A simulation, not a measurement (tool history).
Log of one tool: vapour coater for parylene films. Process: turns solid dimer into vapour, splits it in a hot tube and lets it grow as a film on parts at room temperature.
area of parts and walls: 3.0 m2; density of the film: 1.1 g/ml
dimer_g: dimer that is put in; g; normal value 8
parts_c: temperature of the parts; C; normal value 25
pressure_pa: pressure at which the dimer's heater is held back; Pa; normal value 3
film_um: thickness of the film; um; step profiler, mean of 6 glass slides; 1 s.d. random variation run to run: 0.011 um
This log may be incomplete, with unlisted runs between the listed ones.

{"run": 1, "hour": 0.0, "dimer_g": 8, "parts_c": 25, "pressure_pa": 3, "film_um": 2.05}
{"run": 2, "hour": 18.4, "dimer_g": 8, "parts_c": 25, "pressure_pa": 3, "film_um": 2.08}
{"hour": 23.4, "done": "trap's valve overhauled"}
{"run": 3, "hour": 35.7, "dimer_g": 8, "parts_c": 25, "pressure_pa": 3.51, "film_um": 2.01}
{"run": 4, "hour": 51.4, "dimer_g": 8, "parts_c": 25, "pressure_pa": 3.51, "film_um": 1.99}
{"run": 5, "hour": 66.4, "dimer_g": 4, "parts_c": 25, "pressure_pa": 3, "film_um": 1.04}
{"run": 6, "hour": 76.4, "dimer_g": 8, "parts_c": 25, "pressure_pa": 3, "film_um": 2.07}
{"run": 7, "hour": 96.7, "dimer_g": 8, "parts_c": 25, "pressure_pa": 3, "film_um": 2.07}
{"run": 8, "hour": 117.8, "dimer_g": 11, "parts_c": 25, "pressure_pa": 3, "film_um": 2.87}
{"run": 9, "hour": 138.6, "dimer_g": 8, "parts_c": 25, "pressure_pa": 3, "film_um": 2.07}
{"run": 10, "hour": 151.8, "dimer_g": 8, "parts_c": 25, "pressure_pa": 3, "film_um": 2.06}
{"run": 11, "hour": 168.7, "dimer_g": 8, "parts_c": 25, "pressure_pa": 2.54, "film_um": 2.15}
{"run": 12, "hour": 187.8, "dimer_g": 8, "parts_c": 25, "pressure_pa": 2.54, "film_um": 2.18}
{"run": 13, "hour": 203.4, "dimer_g": 8, "parts_c": 25, "pressure_pa": 2.54, "film_um": 2.16}
{"run": 14, "hour": 218.8, "dimer_g": 8, "parts_c": 25, "pressure_pa": 2.54, "film_um": 2.15}
{"run": 15, "hour": 234.8, "dimer_g": 8, "parts_c": 25, "pressure_pa": 3, "film_um": 2.07}
{"run": 16, "hour": 246.5, "dimer_g": 8, "parts_c": 25, "pressure_pa": 3, "film_um": 2.08}
{"run": 17, "hour": 266.7, "dimer_g": 10, "parts_c": 25, "pressure_pa": 3, "film_um": 2.61}
{"run": 18, "hour": 278.1, "dimer_g": 9, "parts_c": 25, "pressure_pa": 3, "film_um": 2.33}
{"run": 19, "hour": 300.9, "dimer_g": 9, "parts_c": 26, "pressure_pa": 3.16, "film_um": 2.24}
{"run": 20, "hour": 314.5, "dimer_g": 9, "parts_c": 26, "pressure_pa": 3.16, "film_um": 2.25}
{"run": 21, "hour": 331.7, "dimer_g": 4, "parts_c": 29, "pressure_pa": 6.6, "film_um": 0.75}
{"run": 22, "hour": 354.6, "dimer_g": 11, "parts_c": 33, "pressure_pa": 2.51, "film_um": 2.38}
{"run": 23, "hour": 374.3, "dimer_g": 13, "parts_c": 25, "pressure_pa": 3, "film_um": 3.37}
{"run": 24, "hour": 393.6, "dimer_g": 4, "parts_c": 25, "pressure_pa": 2.14, "film_um": 1.12}
{"run": 25, "hour": 403.6, "dimer_g": 8, "parts_c": 20, "pressure_pa": 4.52, "film_um": 2.15}
{"run": 26, "hour": 418.8, "dimer_g": 5, "parts_c": 36, "pressure_pa": 4.52, "film_um": 0.87}
{"run": 27, "hour": 439.7, "dimer_g": 9, "parts_c": 25, "pressure_pa": 3, "film_um": 2.32}
{"run": 28, "hour": 454.3, "dimer_g": 11, "parts_c": 25, "pressure_pa": 3, "film_um": 2.83}
{"run": 29, "hour": 473.4, "dimer_g": 4, "parts_c": 25, "pressure_pa": 6.44, "film_um": 0.86}
{"run": 30, "hour": 483.6, "dimer_g": 9, "parts_c": 25, "pressure_pa": 2.1, "film_um": 2.54}
{"hour": 503.7, "done": "trap's valve overhauled"}
{"run": 31, "hour": 509.3, "dimer_g": 5, "parts_c": 32, "pressure_pa": 3, "film_um": 1.06}
{"run": 32, "hour": 530.7, "dimer_g": 8, "parts_c": 32, "pressure_pa": 2.68, "film_um": 1.75}
{"run": 33, "hour": 554.0, "dimer_g": 8, "parts_c": 30, "pressure_pa": 3.59, "film_um": 1.73}
{"run": 34, "hour": 574.8, "dimer_g": 8, "parts_c": 30, "pressure_pa": 3.59, "film_um": 1.71}
{"run": 35, "hour": 592.5, "dimer_g": 4, "parts_c": 19, "pressure_pa": 9.6, "film_um": 0.93}

Branching from run 35: 4 alternative next runs. What would each branch give?
{"run": "A", "hour": 602.5, "dimer_g": 7, "parts_c": 20, "pressure_pa": 2.79, "film_um": "?"}
{"run": "B", "hour": 602.5, "dimer_g": 8, "parts_c": 25, "pressure_pa": 3, "film_um": "?"}
{"run": "C", "hour": 602.5, "dimer_g": 7, "parts_c": 25, "pressure_pa": 3, "film_um": "?"}
{"run": "D", "hour": 602.5, "dimer_g": 7, "parts_c": 19, "pressure_pa": 9.6, "film_um": "?"}

run=A film_um=2.08
run=B film_um=2.08
run=C film_um=1.83
run=D film_um=1.62
Without the tool's hidden state the same runs would have given:
run=A film_um=2.08
run=B film_um=2.08
run=C film_um=1.83
run=D film_um=1.62
